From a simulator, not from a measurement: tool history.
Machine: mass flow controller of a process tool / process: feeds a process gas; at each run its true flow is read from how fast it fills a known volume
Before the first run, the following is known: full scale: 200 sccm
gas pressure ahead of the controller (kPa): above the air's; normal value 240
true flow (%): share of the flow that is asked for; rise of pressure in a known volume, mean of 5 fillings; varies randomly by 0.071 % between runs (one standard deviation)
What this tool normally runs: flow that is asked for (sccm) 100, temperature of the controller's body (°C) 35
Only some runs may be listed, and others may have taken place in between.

run    hour  flow that is asked for (sccm)  gas pressure ahead of the controller (kPa)  temperature of the controller's body (°C)  true flow (%)
  1     0.0                            100                                         240                                         35          98.86
  2   142.6                            100                                         240                                         24          97.92
  3   248.7                            100                                         240                                         24          97.89
  4   344.6                            100                                         240                                         24          97.93
  5   523.4                            100                                         240                                         24          97.67
  6   612.9                            100                                         186                                         35          98.15
  7   691.3                            100                                         186                                         35          98.12
  8   784.8                            100                                         186                                         35          98.09
  9   926.5                            100                                         186                                         35          98.05
 10  1014.0                            136                                         240                                         35          98.83
 11  1110.7                            136                                         240                                         35          99.05
 12  1270.1                            136                                         240                                         35          98.84
 13  1460.6                            100                                         217                                         35          98.01
 14  1570.0                            100                                         217                                         35          98.02
 15  1762.2                            100                                         217                                         35          97.99
 16  1943.5                            100                                         240                                         35          98.13
     1953.2  -- controller's zero set anew
 17  2056.3                            100                                         240                                         35          97.96
 18  2195.0                            100                                         240                                         35          97.92
 19  2372.5                            100                                         240                                         35          97.92
 20  2560.6                            100                                         224                                         35          97.85
 21  2653.8                            100                                         224                                         37          97.89
 22  2836.2                            100                                         224                                         37          97.82
 23  2982.7                            100                                         224                                         37          97.69
     3103.5  -- controller's zero set anew, once more
 24  3171.9                            100                                         224                                         37          98.83
 25  3252.0                             69                                         240                                         35          98.51
 26  3366.1                             92                                         157                                         24          97.51
 27  3553.6                             92                                         163                                         34          98.04
 28  3724.7                            144                                         217                                         35          98.92
 29  3828.5                            144                                         217                                         24          98.13
 30  3941.2                             73                                         210                                         25          97.35
 31  4026.4                             73                                         210                                         25          97.48
 32  4158.3                             43                                         240                                         35          97.74
 33  4312.4                             43                                         240                                         35          97.64
 34  4495.1                             82                                         142                                         23          96.86
 35  4625.5                            131                                         142                                         27          97.51
 36  4810.6                            148                                         225                                         35          98.80
 37  4925.3                            157                                         205                                         39          98.97
 38  5035.3                            157                                         205                                         39          98.90
 39  5135.6                            100                                         154                                         29          97.29
     5298.5  -- controller exchanged for a calibrated one
 40  5298.5                            100                                         154                                         29          98.97
 41  5449.7                            116                                         240                                         35         100.10
 42  5612.3                            116                                         240                                         35         100.12

Run 43 has not been measured yet. What should we expect?
 43  5738.4                            100                                         205                                         35              ?

true flow (%): 99.55
On a tool with no hidden condition, and with the same random variation, this run would have come out at true flow (%) 99.82.
